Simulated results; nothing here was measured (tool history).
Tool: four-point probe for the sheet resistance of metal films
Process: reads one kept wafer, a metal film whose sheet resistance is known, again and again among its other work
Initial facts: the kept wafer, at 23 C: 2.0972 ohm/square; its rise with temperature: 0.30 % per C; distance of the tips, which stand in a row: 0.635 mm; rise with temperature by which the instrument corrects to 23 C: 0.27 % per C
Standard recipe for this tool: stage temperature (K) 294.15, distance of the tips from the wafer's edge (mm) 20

run,hour,stage temperature (K),distance of the tips from the wafer's edge (mm),sheet resistance as the instrument gives it (ohm/square)
1,0.0,294.15,20,2.098931
# hour 37.4: stage's thermometer calibrated
2,62.0,294.15,20,2.098540
3,142.3,294.15,20,2.098061
4,209.6,294.15,20,2.098162
5,283.3,294.15,62,2.096163
6,366.6,294.15,62,2.096789
7,453.1,294.15,62,2.096254
8,490.5,294.15,62,2.096392
9,575.2,294.15,62,2.095543
10,615.4,294.15,62,2.095860
11,685.2,294.15,62,2.095536
12,757.6,294.15,62,2.095682
13,817.8,294.15,20,2.096451
14,869.7,294.15,11,2.099366
15,943.5,294.15,19,2.097089
16,1020.3,294.15,19,2.095864
17,1081.3,294.15,19,2.096384
18,1171.6,298.15,19,2.097677
19,1262.5,298.15,19,2.097419
20,1334.4,294.15,45,2.093998
21,1389.1,307.15,45,2.102210
22,1427.0,307.15,45,2.101839
23,1467.1,307.15,33,2.101827
24,1514.8,294.15,16,2.094601
25,1588.2,294.15,16,2.095552

Run 26 is up next; what results do you expect?
26,1626.7,294.15,16,?

sheet resistance as the instrument gives it (ohm/square): 2.095057
The same run, on a tool lacking any hidden state, would have yielded sheet resistance as the instrument gives it (ohm/square) 2.097420.

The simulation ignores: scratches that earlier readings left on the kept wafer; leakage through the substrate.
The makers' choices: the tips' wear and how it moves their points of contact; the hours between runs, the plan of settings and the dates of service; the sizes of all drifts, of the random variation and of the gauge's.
